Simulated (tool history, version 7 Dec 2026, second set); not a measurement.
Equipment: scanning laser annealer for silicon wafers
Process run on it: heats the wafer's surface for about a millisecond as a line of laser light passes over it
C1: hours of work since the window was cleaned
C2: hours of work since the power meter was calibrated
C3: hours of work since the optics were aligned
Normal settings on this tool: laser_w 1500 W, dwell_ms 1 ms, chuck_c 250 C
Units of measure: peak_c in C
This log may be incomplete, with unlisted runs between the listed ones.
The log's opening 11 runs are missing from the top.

Run 12, hour 195.1: usual settings but dwell_ms 0.87 ms; C1 235; C2 334; C3 112. Result: peak_c 1013 C.
Run 13, hour 218.4: usual settings but dwell_ms 0.87 ms; C1 244; C2 343; C3 122. Result: peak_c 1010 C.
Run 14, hour 231.7: usual settings but dwell_ms 0.87 ms; C1 249; C2 349; C3 127. Result: peak_c 1008 C.
Run 15, hour 248.7: usual settings but chuck_c 257 C; C1 256; C2 356; C3 134. Result: peak_c 1072 C.
At hour 255: optics aligned, line set to its width.
Run 16, hour 280.8: usual settings but chuck_c 257 C; C1 267; C2 367; C3 10. Result: peak_c 1076 C.
Run 17, hour 296: usual settings; C1 273; C2 373; C3 17. Result: peak_c 1066 C.
Run 18, hour 314.5: usual settings; C1 281; C2 380; C3 24. Result: peak_c 1067 C.
Run 19, hour 340.6: usual settings but laser_w 1295 W, chuck_c 269 C; C1 291; C2 391; C3 34. Result: peak_c 978 C.
Run 20, hour 366: usual settings but laser_w 1577 W, dwell_ms 0.76 ms; C1 301; C2 401; C3 45. Result: peak_c 988 C.
Run 21, hour 394.4: usual settings but laser_w 1568 W, dwell_ms 1.14 ms; C1 313; C2 412; C3 56. Result: peak_c 1158 C.
Run 22, hour 415.4: usual settings but laser_w 1612 W, dwell_ms 0.87 ms, chuck_c 231 C; C1 321; C2 421; C3 65. Result: peak_c 1038 C.
At hour 429.2: optics aligned, line set to its width, once more.
Run 23, hour 436.8: usual settings but laser_w 1380 W, dwell_ms 0.8 ms, chuck_c 220 C; C1 328; C2 427; C3 3. Result: peak_c 891 C.
Run 24, hour 450.1: usual settings but laser_w 1507 W, chuck_c 281 C; C1 333; C2 433; C3 8. Result: peak_c 1100 C.
Run 25, hour 466: usual settings but dwell_ms 0.71 ms, chuck_c 241 C; C1 340; C2 439; C3 15. Result: peak_c 924 C.
Run 26, hour 495.2: usual settings but dwell_ms 1.17 ms, chuck_c 231 C; C1 351; C2 451; C3 27. Result: peak_c 1109 C.
Run 27, hour 523.7: usual settings but laser_w 1370 W, dwell_ms 1.17 ms, chuck_c 231 C; C1 363; C2 462; C3 38. Result: peak_c 1038 C.
Run 28, hour 549.8: usual settings but laser_w 1370 W, dwell_ms 1.17 ms, chuck_c 231 C; C1 373; C2 473; C3 49. Result: peak_c 1037 C.
Run 29, hour 569.6: usual settings but laser_w 1370 W, dwell_ms 1.17 ms, chuck_c 231 C; C1 381; C2 481; C3 57. Result: peak_c 1033 C.
Run 30, hour 589.1: usual settings but laser_w 1377 W, dwell_ms 0.81 ms, chuck_c 231 C; C1 389; C2 489; C3 64. Result: peak_c 903 C.

What does the tool deliver on the next run?
Run 31, hour 606.2: usual settings but laser_w 1377 W, dwell_ms 0.81 ms, chuck_c 231 C; C1 396; C2 496; C3 71. Result: peak_c ?.

peak_c: 901 C
Were there no unlogged condition in the tool, this run, its random variation unchanged, would have produced peak_c 924 C.
